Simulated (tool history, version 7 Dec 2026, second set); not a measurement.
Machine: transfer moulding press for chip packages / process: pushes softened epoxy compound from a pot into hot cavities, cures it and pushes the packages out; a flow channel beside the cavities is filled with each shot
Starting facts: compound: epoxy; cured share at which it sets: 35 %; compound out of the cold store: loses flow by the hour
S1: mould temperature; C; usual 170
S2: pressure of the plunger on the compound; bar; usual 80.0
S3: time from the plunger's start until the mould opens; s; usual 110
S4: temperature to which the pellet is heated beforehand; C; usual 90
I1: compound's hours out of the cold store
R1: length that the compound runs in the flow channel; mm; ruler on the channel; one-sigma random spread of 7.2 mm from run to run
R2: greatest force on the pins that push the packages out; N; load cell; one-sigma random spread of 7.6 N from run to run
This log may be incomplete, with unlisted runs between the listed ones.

{"run": 1, "hour": 0.0, "S1": 170, "S2": 80.0, "S3": 110, "S4": 90, "I1": 33.3, "R1": 770, "R2": 325}
{"run": 2, "hour": 14.0, "S1": 170, "S2": 80.0, "S3": 110, "S4": 90, "I1": 17.8, "R1": 809, "R2": 388}
{"run": 3, "hour": 27.7, "S1": 170, "S2": 80.0, "S3": 110, "S4": 90, "I1": 38.6, "R1": 758, "R2": 404}
{"run": 4, "hour": 41.5, "S1": 170, "S2": 80.0, "S3": 110, "S4": 90, "I1": 40.3, "R1": 768, "R2": 414}
{"run": 5, "hour": 53.1, "S1": 170, "S2": 86.2, "S3": 110, "S4": 90, "I1": 17.2, "R1": 832, "R2": 445}
{"hour": 74.8, "done": "cavities cleaned with cleaning compound and waxed"}
{"run": 6, "hour": 74.8, "S1": 170, "S2": 86.2, "S3": 110, "S4": 90, "I1": 36.1, "R1": 793, "R2": 490}
{"run": 7, "hour": 92.0, "S1": 170, "S2": 86.2, "S3": 110, "S4": 90, "I1": 32.8, "R1": 808, "R2": 489}
{"run": 8, "hour": 106.7, "S1": 170, "S2": 80.0, "S3": 110, "S4": 90, "I1": 37.1, "R1": 775, "R2": 491}
{"hour": 122.8, "done": "cavities cleaned with cleaning compound and waxed, once more"}
{"run": 9, "hour": 132.1, "S1": 170, "S2": 80.0, "S3": 110, "S4": 90, "I1": 45.0, "R1": 737, "R2": 336}
{"run": 10, "hour": 150.3, "S1": 170, "S2": 80.0, "S3": 110, "S4": 90, "I1": 30.6, "R1": 760, "R2": 401}
{"run": 11, "hour": 168.5, "S1": 170, "S2": 80.0, "S3": 110, "S4": 90, "I1": 21.7, "R1": 781, "R2": 436}
{"run": 12, "hour": 189.5, "S1": 170, "S2": 80.0, "S3": 110, "S4": 90, "I1": 40.9, "R1": 742, "R2": 439}
{"hour": 196.3, "done": "cavities cleaned with cleaning compound and waxed"}
{"run": 13, "hour": 211.7, "S1": 170, "S2": 80.0, "S3": 110, "S4": 90, "I1": 38.1, "R1": 739, "R2": 366}
{"run": 14, "hour": 235.1, "S1": 170, "S2": 80.0, "S3": 110, "S4": 90, "I1": 13.2, "R1": 783, "R2": 415}
{"run": 15, "hour": 245.5, "S1": 170, "S2": 80.0, "S3": 104, "S4": 90, "I1": 48.0, "R1": 729, "R2": 480}
{"hour": 270.4, "done": "cavities cleaned with cleaning compound and waxed"}
{"run": 16, "hour": 270.4, "S1": 166, "S2": 94.7, "S3": 119, "S4": 90, "I1": 15.2, "R1": 860, "R2": 358}
{"run": 17, "hour": 293.9, "S1": 166, "S2": 94.7, "S3": 119, "S4": 90, "I1": 36.5, "R1": 814, "R2": 432}
{"run": 18, "hour": 317.9, "S1": 166, "S2": 86.5, "S3": 119, "S4": 89, "I1": 19.3, "R1": 821, "R2": 491}
{"run": 19, "hour": 331.5, "S1": 170, "S2": 72.5, "S3": 107, "S4": 88, "I1": 31.5, "R1": 690, "R2": 465}
{"hour": 343.9, "done": "cavities cleaned with cleaning compound and waxed"}
{"run": 20, "hour": 346.8, "S1": 176, "S2": 92.7, "S3": 122, "S4": 88, "I1": 34.6, "R1": 766, "R2": 228}
{"run": 21, "hour": 360.8, "S1": 176, "S2": 68.4, "S3": 122, "S4": 88, "I1": 26.7, "R1": 673, "R2": 258}
{"run": 22, "hour": 381.2, "S1": 173, "S2": 68.4, "S3": 104, "S4": 88, "I1": 20.1, "R1": 682, "R2": 400}
{"hour": 388.8, "done": "plunger's sealing rings changed"}
{"run": 23, "hour": 407.7, "S1": 170, "S2": 60.2, "S3": 135, "S4": 90, "I1": 42.4, "R1": 700, "R2": 321}
{"hour": 421.6, "done": "cavities cleaned with cleaning compound and waxed"}
{"run": 24, "hour": 426.3, "S1": 170, "S2": 60.2, "S3": 135, "S4": 90, "I1": 30.4, "R1": 722, "R2": 257}
{"run": 25, "hour": 446.4, "S1": 170, "S2": 80.0, "S3": 112, "S4": 97, "I1": 29.6, "R1": 844, "R2": 365}
{"run": 26, "hour": 466.5, "S1": 170, "S2": 80.0, "S3": 112, "S4": 97, "I1": 31.2, "R1": 813, "R2": 403}
{"run": 27, "hour": 478.3, "S1": 170, "S2": 80.0, "S3": 112, "S4": 90, "I1": 15.7, "R1": 856, "R2": 432}
{"run": 28, "hour": 490.3, "S1": 176, "S2": 80.0, "S3": 112, "S4": 90, "I1": 35.2, "R1": 799, "R2": 335}

Predict each of these 4 candidate next runs independently; none follows another, all start after run 28:
{"hour": 496.2, "done": "cavities cleaned with cleaning compound and waxed"}
{"run": "A", "hour": 512.0, "S1": 176, "S2": 88.1, "S3": 101, "S4": 84, "I1": 17.5, "R1": "?", "R2": "?"}
{"hour": 496.2, "done": "cavities cleaned with cleaning compound and waxed"}
{"run": "B", "hour": 512.0, "S1": 173, "S2": 63.6, "S3": 104, "S4": 90, "I1": 39.5, "R1": "?", "R2": "?"}
{"hour": 496.2, "done": "cavities cleaned with cleaning compound and waxed"}
{"run": "C", "hour": 512.0, "S1": 173, "S2": 95.2, "S3": 110, "S4": 81, "I1": 43.6, "R1": "?", "R2": "?"}
{"hour": 496.2, "done": "cavities cleaned with cleaning compound and waxed"}
{"run": "D", "hour": 512.0, "S1": 165, "S2": 80.0, "S3": 134, "S4": 90, "I1": 15.2, "R1": "?", "R2": "?"}

run=A R1=854 R2=323
run=B R1=711 R2=330
run=C R1=860 R2=319
run=D R1=855 R2=339
Stripped of hidden state, with their random variation kept, the same runs would have yielded:
run=A R1=877 R2=291
run=B R1=730 R2=299
run=C R1=883 R2=287
run=D R1=879 R2=310
